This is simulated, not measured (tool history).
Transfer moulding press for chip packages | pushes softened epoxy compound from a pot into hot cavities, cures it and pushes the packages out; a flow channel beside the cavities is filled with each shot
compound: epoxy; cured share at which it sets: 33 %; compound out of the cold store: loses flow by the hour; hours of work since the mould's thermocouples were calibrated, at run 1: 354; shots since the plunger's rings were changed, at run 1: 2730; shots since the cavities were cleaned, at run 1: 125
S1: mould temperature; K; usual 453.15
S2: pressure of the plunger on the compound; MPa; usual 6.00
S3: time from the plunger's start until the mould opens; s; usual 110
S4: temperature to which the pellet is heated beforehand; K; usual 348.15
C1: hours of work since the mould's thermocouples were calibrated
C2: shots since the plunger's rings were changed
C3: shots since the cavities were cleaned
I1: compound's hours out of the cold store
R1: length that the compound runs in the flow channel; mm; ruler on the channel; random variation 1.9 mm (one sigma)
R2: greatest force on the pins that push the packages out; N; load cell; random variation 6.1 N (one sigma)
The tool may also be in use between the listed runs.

run	hour	S1	S2	S3	S4	C1	C2	C3	I1	R1	R2
1	0.0	453.15	6.00	110	348.15	354	2730	125	26.6	778	313
2	38.3	456.15	6.00	110	348.15	374	3068	463	21.2	787	391
# hour 46.8: mould's thermocouples calibrated
3	91.3	456.15	6.00	110	348.15	23	3519	914	39.9	713	462
# hour 109.3: cavities cleaned with cleaning compound and waxed
4	125.2	456.15	6.00	147	348.15	40	3805	140	38.1	719	302
5	168.3	456.15	6.00	147	348.15	63	4186	521	12.1	805	390
6	215.2	453.15	6.00	110	348.15	87	4601	936	28.8	756	478
# hour 225.2: plunger's sealing rings changed
# hour 235.2: cavities cleaned with cleaning compound and waxed
7	268.3	453.15	6.17	110	348.15	113	368	293	16.4	846	381
8	301.0	453.15	6.17	110	348.15	130	657	582	9.6	870	447
9	325.4	453.15	6.17	110	348.15	143	873	798	26.1	804	491
# hour 354.6: cavities cleaned with cleaning compound and waxed
10	382.7	453.15	6.17	110	348.15	172	1365	248	25.1	804	359
11	422.7	453.15	6.17	110	348.15	193	1720	603	42.2	743	432
12	447.8	453.15	6.00	103	348.15	206	1942	825	25.2	791	488
# hour 475.1: cavities cleaned with cleaning compound and waxed
13	498.0	457.15	6.00	110	348.15	231	2371	202	37.9	726	320
14	539.4	457.15	6.00	110	348.15	253	2738	569	16.9	796	419
15	562.4	455.15	6.00	110	349.15	265	2941	772	18.9	794	437
# hour 598.4: cavities cleaned with cleaning compound and waxed
16	607.9	455.15	6.00	110	349.15	288	3330	84	18.6	793	293
17	653.8	453.15	6.66	110	339.15	312	3736	490	23.6	820	427
18	700.6	453.15	6.00	110	343.15	336	4149	903	38.2	727	482
# hour 718.0: cavities cleaned with cleaning compound and waxed
19	731.8	453.15	4.59	110	343.15	352	4412	122	47.3	609	313
# hour 762.3: plunger's sealing rings changed
# hour 784.9: mould's thermocouples calibrated
20	784.9	453.15	4.59	110	343.15	0	182	551	32.0	680	441
21	834.8	453.15	7.14	110	353.15	26	623	992	32.1	842	467
# hour 842.9: cavities cleaned with cleaning compound and waxed
22	872.6	453.15	5.78	110	347.15	45	945	263	9.2	840	385
23	899.6	460.15	6.00	110	342.15	59	1183	501	38.0	728	403
24	922.6	449.15	6.00	98	348.15	71	1386	704	33.1	782	615
25	955.9	453.15	6.00	123	352.15	89	1680	998	28.2	777	445
# hour 962.4: cavities cleaned with cleaning compound and waxed
26	1010.0	453.15	6.00	123	352.15	116	2146	421	38.4	739	393
27	1066.0	453.15	4.87	131	352.15	145	2640	915	21.3	718	452
# hour 1083.6: cavities cleaned with cleaning compound and waxed
28	1120.5	455.15	6.70	100	353.15	173	3109	326	38.3	767	385

3 ways to go on from here, each from the tool as it stands after run 28. What would each give?
A	1169.2	453.15	6.06	110	348.15	198	3539	756	42.3	?	?
B	1169.2	452.15	4.87	112	348.15	198	3539	756	14.1	?	?
C	1169.2	452.15	6.70	130	344.15	198	3539	756	9.1	?	?

run	R1	R2
A	723	461
B	739	474
C	890	447
Without the tool's hidden state the same runs would have given:
run	R1	R2
A	750	228
B	765	228
C	922	220

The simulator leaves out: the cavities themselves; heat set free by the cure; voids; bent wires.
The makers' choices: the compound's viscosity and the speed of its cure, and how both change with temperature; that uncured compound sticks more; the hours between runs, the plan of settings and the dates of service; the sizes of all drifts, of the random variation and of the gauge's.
